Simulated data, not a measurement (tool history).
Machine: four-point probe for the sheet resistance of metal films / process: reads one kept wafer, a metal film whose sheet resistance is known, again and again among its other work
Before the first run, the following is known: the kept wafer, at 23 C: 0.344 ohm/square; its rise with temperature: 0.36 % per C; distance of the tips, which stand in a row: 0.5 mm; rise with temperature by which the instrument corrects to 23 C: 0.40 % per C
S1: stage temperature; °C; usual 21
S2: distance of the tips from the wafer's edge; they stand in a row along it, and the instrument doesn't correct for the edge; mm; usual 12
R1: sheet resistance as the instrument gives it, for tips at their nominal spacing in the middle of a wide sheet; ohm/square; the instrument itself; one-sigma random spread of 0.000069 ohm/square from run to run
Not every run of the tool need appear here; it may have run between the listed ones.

{"run": 1, "hour": 0.0, "S1": 21, "S2": 12, "R1": 0.340847}
{"run": 2, "hour": 7.7, "S1": 21, "S2": 12, "R1": 0.340763}
{"run": 3, "hour": 26.4, "S1": 21, "S2": 12, "R1": 0.340798}
{"run": 4, "hour": 43.4, "S1": 21, "S2": 12, "R1": 0.340822}
{"run": 5, "hour": 51.1, "S1": 21, "S2": 12, "R1": 0.340825}
{"hour": 52.4, "done": "stage's thermometer calibrated"}
{"run": 6, "hour": 65.5, "S1": 21, "S2": 3, "R1": 0.345398}
{"run": 7, "hour": 81.3, "S1": 21, "S2": 3, "R1": 0.345585}
{"run": 8, "hour": 100.0, "S1": 21, "S2": 3, "R1": 0.345544}
{"run": 9, "hour": 112.7, "S1": 30, "S2": 12, "R1": 0.339519}
{"run": 10, "hour": 124.7, "S1": 30, "S2": 12, "R1": 0.339527}
{"hour": 127.6, "done": "stage's thermometer calibrated, once more"}
{"run": 11, "hour": 138.5, "S1": 30, "S2": 14, "R1": 0.339455}
{"run": 12, "hour": 147.0, "S1": 25, "S2": 10, "R1": 0.340272}
{"run": 13, "hour": 161.3, "S1": 25, "S2": 10, "R1": 0.340353}
{"run": 14, "hour": 171.0, "S1": 25, "S2": 10, "R1": 0.340266}
{"run": 15, "hour": 183.0, "S1": 24, "S2": 70, "R1": 0.340068}

Below are 5 alternative next runs, each starting from the tool's condition after run 15. Predict each:
{"run": "A", "hour": 197.8, "S1": 26, "S2": 4, "R1": "?"}
{"run": "B", "hour": 197.8, "S1": 19, "S2": 12, "R1": "?"}
{"run": "C", "hour": 197.8, "S1": 18, "S2": 12, "R1": "?"}
{"run": "D", "hour": 197.8, "S1": 24, "S2": 11, "R1": "?"}
{"run": "E", "hour": 197.8, "S1": 22, "S2": 5, "R1": "?"}

run=A R1=0.342576
run=B R1=0.341083
run=C R1=0.341208
run=D R1=0.340401
run=E R1=0.342123
With no hidden state in the tool, these same runs would have given:
run=A R1=0.346474
run=B R1=0.344963
run=C R1=0.34509
run=D R1=0.344275
run=E R1=0.346015
